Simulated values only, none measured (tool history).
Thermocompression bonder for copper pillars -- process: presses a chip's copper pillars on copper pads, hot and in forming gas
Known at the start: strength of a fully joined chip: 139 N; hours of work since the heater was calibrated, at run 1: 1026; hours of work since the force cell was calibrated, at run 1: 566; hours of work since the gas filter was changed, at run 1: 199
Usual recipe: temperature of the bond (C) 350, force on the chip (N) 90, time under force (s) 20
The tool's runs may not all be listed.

| run | hour | temperature of the bond (C) | force on the chip (N) | time under force (s) | hours of work since the heater was calibrated | hours of work since the force cell was calibrated | hours of work since the gas filter was changed | force that shears a chip off (N) |
|---|---|---|---|---|---|---|---|---|
| 1 | 0.0 | 350 | 90 | 20 | 1026 | 566 | 199 | 83.7 |
| 2 | 21.4 | 325 | 90 | 20 | 1036 | 576 | 210 | 69.7 |
| 3 | 40.2 | 350 | 90 | 10 | 1045 | 585 | 219 | 65.9 |
|  | 53.7 | forming gas filter changed |
| 4 | 60.7 | 350 | 57 | 10 | 1055 | 595 | 3 | 53.2 |
| 5 | 80.7 | 350 | 90 | 20 | 1065 | 605 | 13 | 86.4 |
| 6 | 100.3 | 326 | 73 | 13 | 1075 | 615 | 23 | 55.4 |
|  | 104.3 | heater calibrated with a thermocouple chip |
| 7 | 125.5 | 362 | 73 | 49 | 10 | 626 | 34 | 105.7 |
| 8 | 149.4 | 362 | 78 | 22 | 22 | 638 | 46 | 90.0 |
|  | 165.3 | heater calibrated with a thermocouple chip, once more |
| 9 | 168.6 | 357 | 76 | 22 | 2 | 646 | 54 | 78.2 |
| 10 | 193.4 | 377 | 64 | 47 | 14 | 658 | 67 | 101.7 |

What differs in the tool's unlogged condition from the final listed run ahead of each entry between runs to the first listed run following it?
In the gap between runs 3 and 4: forming gas filter changed (hour 53.7)
  oxide that the forming gas leaves, % of the face: 5.34 -> 0.79
  measured value less the no-hidden-state value, force that shears a chip off (N): -0.6 -> +2.2
In the gap between runs 6 and 7: heater calibrated with a thermocouple chip (hour 104.3)
  true temperature of the bond over the reading, C: 7.9 -> 8.9; oxide that the forming gas leaves, % of the face: 1.23 -> 1.47
  measured value less the no-hidden-state value, force that shears a chip off (N): +2.4 -> +2.2
In the gap between runs 8 and 9: heater calibrated with a thermocouple chip, once more (hour 165.3)
  true temperature of the bond over the reading, C: 9 -> -1.1; oxide that the forming gas leaves, % of the face: 1.74 -> 1.92
  measured value less the no-hidden-state value, force that shears a chip off (N): +2.4 -> -2.9
